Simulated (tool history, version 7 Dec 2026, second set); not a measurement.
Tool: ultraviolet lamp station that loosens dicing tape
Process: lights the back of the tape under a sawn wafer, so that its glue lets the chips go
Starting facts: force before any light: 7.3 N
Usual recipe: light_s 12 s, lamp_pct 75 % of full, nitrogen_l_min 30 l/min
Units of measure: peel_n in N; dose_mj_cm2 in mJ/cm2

run 1 hour=0.0 | light_s=12 lamp_pct=75 nitrogen_l_min=30 | peel_n=0.321 dose_mj_cm2=352
run 2 hour=32.1 | light_s=12 lamp_pct=75 nitrogen_l_min=30 | peel_n=0.304 dose_mj_cm2=351
run 3 hour=77.0 | light_s=7 lamp_pct=75 nitrogen_l_min=30 | peel_n=0.996 dose_mj_cm2=205
run 4 hour=123.0 | light_s=7 lamp_pct=75 nitrogen_l_min=30 | peel_n=0.983 dose_mj_cm2=206
run 5 hour=151.1 | light_s=12 lamp_pct=85 nitrogen_l_min=30 | peel_n=0.229 dose_mj_cm2=404
-- hour=174.3 window cleaned of glue's vapour
run 6 hour=203.3 | light_s=12 lamp_pct=75 nitrogen_l_min=30 | peel_n=0.308 dose_mj_cm2=351
run 7 hour=268.1 | light_s=12 lamp_pct=75 nitrogen_l_min=30 | peel_n=0.295 dose_mj_cm2=348
run 8 hour=323.1 | light_s=12 lamp_pct=75 nitrogen_l_min=30 | peel_n=0.306 dose_mj_cm2=354
run 9 hour=375.5 | light_s=7 lamp_pct=75 nitrogen_l_min=30 | peel_n=0.982 dose_mj_cm2=205
run 10 hour=429.8 | light_s=12 lamp_pct=75 nitrogen_l_min=30 | peel_n=0.319 dose_mj_cm2=349
run 11 hour=490.8 | light_s=12 lamp_pct=75 nitrogen_l_min=30 | peel_n=0.305 dose_mj_cm2=351
run 12 hour=547.0 | light_s=12 lamp_pct=61 nitrogen_l_min=30 | peel_n=0.499 dose_mj_cm2=290
run 13 hour=581.6 | light_s=12 lamp_pct=75 nitrogen_l_min=30 | peel_n=0.318 dose_mj_cm2=351
-- hour=601.5 window cleaned of glue's vapour
run 14 hour=634.0 | light_s=12 lamp_pct=75 nitrogen_l_min=30 | peel_n=0.321 dose_mj_cm2=352
run 15 hour=702.3 | light_s=12 lamp_pct=75 nitrogen_l_min=30 | peel_n=0.311 dose_mj_cm2=353
run 16 hour=764.1 | light_s=12 lamp_pct=75 nitrogen_l_min=30 | peel_n=0.310 dose_mj_cm2=359
run 17 hour=824.1 | light_s=9 lamp_pct=75 nitrogen_l_min=30 | peel_n=0.567 dose_mj_cm2=267
run 18 hour=877.0 | light_s=9 lamp_pct=75 nitrogen_l_min=30 | peel_n=0.556 dose_mj_cm2=266
run 19 hour=931.0 | light_s=9 lamp_pct=75 nitrogen_l_min=30 | peel_n=0.609 dose_mj_cm2=265
run 20 hour=978.2 | light_s=12 lamp_pct=94 nitrogen_l_min=30 | peel_n=0.201 dose_mj_cm2=445
-- hour=1029.7 window cleaned of glue's vapour
run 21 hour=1042.5 | light_s=9 lamp_pct=65 nitrogen_l_min=33 | peel_n=0.750 dose_mj_cm2=233
run 22 hour=1081.2 | light_s=15 lamp_pct=93 nitrogen_l_min=25 | peel_n=0.160 dose_mj_cm2=546
run 23 hour=1115.4 | light_s=12 lamp_pct=75 nitrogen_l_min=40 | peel_n=0.236 dose_mj_cm2=359
run 24 hour=1170.6 | light_s=12 lamp_pct=60 nitrogen_l_min=37 | peel_n=0.424 dose_mj_cm2=284
run 25 hour=1206.2 | light_s=12 lamp_pct=60 nitrogen_l_min=37 | peel_n=0.412 dose_mj_cm2=285
run 26 hour=1256.2 | light_s=14 lamp_pct=97 nitrogen_l_min=41 | peel_n=0.142 dose_mj_cm2=536
run 27 hour=1312.9 | light_s=14 lamp_pct=97 nitrogen_l_min=41 | peel_n=0.138 dose_mj_cm2=542
run 28 hour=1343.3 | light_s=6 lamp_pct=65 nitrogen_l_min=10 | peel_n=2.769 dose_mj_cm2=154
run 29 hour=1390.3 | light_s=6 lamp_pct=65 nitrogen_l_min=10 | peel_n=2.689 dose_mj_cm2=154
-- hour=1458.7 window cleaned of glue's vapour
run 30 hour=1459.2 | light_s=23 lamp_pct=75 nitrogen_l_min=45 | peel_n=0.128 dose_mj_cm2=679
run 31 hour=1499.2 | light_s=14 lamp_pct=68 nitrogen_l_min=23 | peel_n=0.348 dose_mj_cm2=382
-- hour=1509.0 lamp changed
run 32 hour=1544.1 | light_s=14 lamp_pct=68 nitrogen_l_min=25 | peel_n=0.330 dose_mj_cm2=375
run 33 hour=1577.2 | light_s=14 lamp_pct=68 nitrogen_l_min=25 | peel_n=0.319 dose_mj_cm2=379
run 34 hour=1616.0 | light_s=14 lamp_pct=68 nitrogen_l_min=25 | peel_n=0.323 dose_mj_cm2=373
run 35 hour=1650.6 | light_s=14 lamp_pct=68 nitrogen_l_min=25 | peel_n=0.311 dose_mj_cm2=378
run 36 hour=1688.9 | light_s=14 lamp_pct=68 nitrogen_l_min=25 | peel_n=0.305 dose_mj_cm2=379

Run 37 has not been measured yet. What should we expect?
run 37 hour=1733.7 | light_s=14 lamp_pct=68 nitrogen_l_min=25 | peel_n=? dose_mj_cm2=?

Run 37 gave peel_n 0.318 N, dose_mj_cm2 377 mJ/cm2.
Were there no unlogged condition in the tool, this run, its random variation unchanged, would have produced peel_n 0.317 N, dose_mj_cm2 377 mJ/cm2.

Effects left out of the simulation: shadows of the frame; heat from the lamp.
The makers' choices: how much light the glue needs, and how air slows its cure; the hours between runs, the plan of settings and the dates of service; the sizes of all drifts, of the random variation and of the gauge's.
